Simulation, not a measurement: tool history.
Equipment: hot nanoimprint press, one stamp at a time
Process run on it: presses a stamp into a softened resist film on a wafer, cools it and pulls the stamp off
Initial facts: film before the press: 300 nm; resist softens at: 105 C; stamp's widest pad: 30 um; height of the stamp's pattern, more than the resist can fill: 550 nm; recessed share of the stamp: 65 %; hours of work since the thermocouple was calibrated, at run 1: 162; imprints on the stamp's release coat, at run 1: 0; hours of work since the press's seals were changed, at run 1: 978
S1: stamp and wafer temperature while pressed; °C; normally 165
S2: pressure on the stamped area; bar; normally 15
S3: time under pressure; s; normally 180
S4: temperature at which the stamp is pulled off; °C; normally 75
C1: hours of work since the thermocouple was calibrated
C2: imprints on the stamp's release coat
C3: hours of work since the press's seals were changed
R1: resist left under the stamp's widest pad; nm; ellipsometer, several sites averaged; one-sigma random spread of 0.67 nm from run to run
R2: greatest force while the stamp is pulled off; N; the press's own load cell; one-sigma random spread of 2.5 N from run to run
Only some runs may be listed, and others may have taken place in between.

| run | hour | S1 | S2 | S3 | S4 | C1 | C2 | C3 | R1 | R2 |
|---|---|---|---|---|---|---|---|---|---|---|
| 1 | 0 | 165 | 15 | 180 | 75 | 162 | 0 | 978 | 157 | 170 |
| 2 | 71.2 | 165 | 15 | 180 | 75 | 194 | 197 | 1010 | 155.9 | 187 |
| 3 | 138.9 | 165 | 15 | 180 | 75 | 224 | 384 | 1041 | 154.5 | 194 |
| 4 | 191.3 | 165 | 15 | 180 | 75 | 248 | 529 | 1064 | 153.6 | 199 |
| 5 | 247.9 | 165 | 15 | 180 | 75 | 273 | 686 | 1090 | 153.9 | 211 |
| 6 | 312.4 | 165 | 15 | 180 | 75 | 302 | 864 | 1119 | 152.3 | 221 |
|  | 325.5 | stamp cleaned and given a new release coat |
| 7 | 356.4 | 165 | 15 | 180 | 75 | 319 | 85 | 1136 | 152.2 | 176 |
| 8 | 421.8 | 168 | 15 | 180 | 75 | 349 | 266 | 1165 | 127.7 | 186 |
| 9 | 468.8 | 168 | 15 | 180 | 75 | 370 | 396 | 1186 | 127.8 | 196 |
| 10 | 523.7 | 165 | 15 | 180 | 75 | 395 | 548 | 1211 | 150.8 | 203 |
| 11 | 573.2 | 165 | 16.2 | 180 | 75 | 417 | 685 | 1233 | 146.1 | 205 |
| 12 | 620.2 | 165 | 16.2 | 180 | 75 | 438 | 815 | 1254 | 144.1 | 219 |
|  | 649.1 | stamp cleaned and given a new release coat |
| 13 | 660.9 | 165 | 18.2 | 180 | 75 | 453 | 32 | 1270 | 137.9 | 172 |
| 14 | 731.4 | 165 | 10.3 | 180 | 75 | 485 | 227 | 1301 | 171.8 | 184 |
|  | 819.4 | press's hydraulic seals changed and the load cell set to zero |
| 15 | 821.5 | 158 | 10.3 | 180 | 75 | 522 | 454 | 1 | 228.7 | 197 |
|  | 835 | plate thermocouple calibrated |
| 16 | 867.8 | 165 | 15 | 180 | 75 | 15 | 574 | 20 | 159.9 | 205 |
| 17 | 939.3 | 165 | 15 | 180 | 75 | 47 | 772 | 52 | 157.4 | 220 |
|  | 985.1 | stamp cleaned and given a new release coat |
| 18 | 1019.5 | 165 | 15 | 180 | 75 | 80 | 95 | 86 | 158.1 | 178 |
| 19 | 1062.4 | 174 | 15 | 171 | 68 | 99 | 214 | 105 | 94.7 | 192 |
| 20 | 1126.3 | 163 | 15 | 173 | 75 | 128 | 390 | 134 | 177 | 196 |
| 21 | 1201.8 | 163 | 15 | 173 | 75 | 162 | 599 | 168 | 174.7 | 206 |
| 22 | 1286.2 | 163 | 15 | 173 | 75 | 200 | 833 | 206 | 174.9 | 219 |
|  | 1307.5 | stamp cleaned and given a new release coat |
| 23 | 1369.8 | 171 | 22.1 | 265 | 66 | 235 | 173 | 241 | 75.6 | 195 |
| 24 | 1411.8 | 171 | 22.1 | 265 | 66 | 254 | 289 | 259 | 75.3 | 200 |
| 25 | 1482.8 | 163 | 15 | 180 | 65 | 286 | 485 | 291 | 169.8 | 215 |
| 26 | 1559.6 | 164 | 15 | 180 | 62 | 320 | 698 | 326 | 160.4 | 230 |
| 27 | 1614.9 | 164 | 15 | 180 | 62 | 345 | 851 | 351 | 159.2 | 244 |
|  | 1633.4 | stamp cleaned and given a new release coat |
| 28 | 1659.5 | 165 | 15 | 126 | 77 | 362 | 72 | 368 | 169.3 | 176 |
| 29 | 1711.7 | 165 | 15 | 114 | 67 | 386 | 217 | 391 | 173.1 | 195 |
| 30 | 1763.4 | 165 | 9.9 | 180 | 75 | 409 | 360 | 415 | 176.2 | 188 |
| 31 | 1831.6 | 165 | 21.1 | 180 | 63 | 440 | 548 | 445 | 126.5 | 212 |

Pick out some run-to-run changes in R1. Of each, how much would a tool without hidden state show as well, from the settings, what came in and chance, and how much is left for the hidden state and any gauge scatter not in both results compared?
Hidden state present: true temperature over the reading, C; pressure that arrives at the usual setting, %; grip of the stamp's worn release coat, % over a new coat's; drift of the gauge itself on residual_nm, %; drift of the gauge itself on pull_off_n, %.
Run 13 -> 14: S2 18.2 -> 10.3. R1 +33.9 nm: hidden state -4.1, all else +38.
Run 15 -> 16: S1 158 -> 165, S2 10.3 -> 15, plate thermocouple calibrated. R1 -68.8 nm: hidden state +15.4, all else -84.2.
Run 19 -> 20: S1 174 -> 163, S3 171 -> 173, S4 68 -> 75. R1 +82.3 nm: hidden state -1.9, all else +84.2.
Run 22 -> 23: S1 163 -> 171, S2 15 -> 22.1, S3 173 -> 265, S4 75 -> 66, stamp cleaned and given a new release coat. R1 -99.3 nm: hidden state +2.5, all else -101.8.
Run 24 -> 25: S1 171 -> 163, S2 22.1 -> 15, S3 265 -> 180, S4 66 -> 65. R1 +94.5 nm: hidden state -4.6, all else +99.1.
